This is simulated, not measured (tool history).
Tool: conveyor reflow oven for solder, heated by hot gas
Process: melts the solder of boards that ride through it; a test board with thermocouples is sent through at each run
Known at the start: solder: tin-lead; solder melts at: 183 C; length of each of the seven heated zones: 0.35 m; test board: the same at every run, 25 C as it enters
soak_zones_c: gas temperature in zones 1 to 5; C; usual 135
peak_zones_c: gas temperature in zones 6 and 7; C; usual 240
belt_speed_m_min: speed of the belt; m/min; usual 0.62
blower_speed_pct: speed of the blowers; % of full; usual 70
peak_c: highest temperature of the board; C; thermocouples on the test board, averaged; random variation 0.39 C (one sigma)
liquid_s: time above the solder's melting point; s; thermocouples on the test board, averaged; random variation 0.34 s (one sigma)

run,day,soak_zones_c,peak_zones_c,belt_speed_m_min,blower_speed_pct,peak_c,liquid_s
1,0,135,240,0.62,70,214.1,47.1
2,2.183,135,240,0.62,70,213.8,46.2
3,6.071,135,240,0.62,59,208.9,40.9
4,8.425,135,240,0.62,59,207.9,40.3
# day 10.362: flux residue cleaned out of gas plates and filters
5,10.383,135,240,0.62,59,211.7,44.1
6,13.754,135,240,0.62,59,211.7,43.8
7,15.571,135,240,0.62,59,211.4,43.5
# day 16.771: belt drive overhauled, speed set with a stopwatch
8,17.604,135,240,0.578,70,217,52.6
9,19.354,135,252,0.62,70,223.5,52.5
10,21.996,135,240,0.62,70,213.9,45.3
11,25.708,135,240,0.62,70,212.9,45.3
12,28.383,135,240,0.62,70,212.5,44.1
13,30.088,135,248,0.62,66,216.7,48.2
# day 31.221: thermocouples of zones 6 and 7 changed
# day 33.246: flux residue cleaned out of gas plates and filters
14,33.717,135,235,0.62,70,211.7,43.6
15,36.821,135,235,0.62,70,211,43.7
16,40.917,135,240,0.521,69,220.4,62.4
17,44.779,145,253,0.506,69,233.9,75.8
18,48.7,135,240,0.736,70,204.8,30.6
19,50.458,135,236,0.736,52,192.7,15.7
20,54.121,135,240,0.62,78,213.8,46.3
# day 55.838: flux residue cleaned out of gas plates and filters
21,58.121,141,250,0.508,51,223.6,67.7
22,60.288,141,250,0.508,51,223.9,68.1
23,63.488,148,232,0.63,79,211.6,49.6
24,66.358,148,232,0.63,79,211.6,49.1

3 ways to go on from here, each from the tool as it stands after run 24. What would each give?
# day 69.288: thermocouples of zones 6 and 7 changed
A,70.079,135,250,0.587,82,?,?
# day 69.288: thermocouples of zones 6 and 7 changed
B,70.079,131,240,0.715,52,?,?
# day 69.288: thermocouples of zones 6 and 7 changed
C,70.079,143,232,0.63,79,?,?

run,peak_c,liquid_s
A,227.9,60.7
B,197.4,22.4
C,211.3,47.7
Without the tool's hidden state the same runs would have given:
run,peak_c,liquid_s
A,229.8,61.2
B,199,24.2
C,212.9,48.8
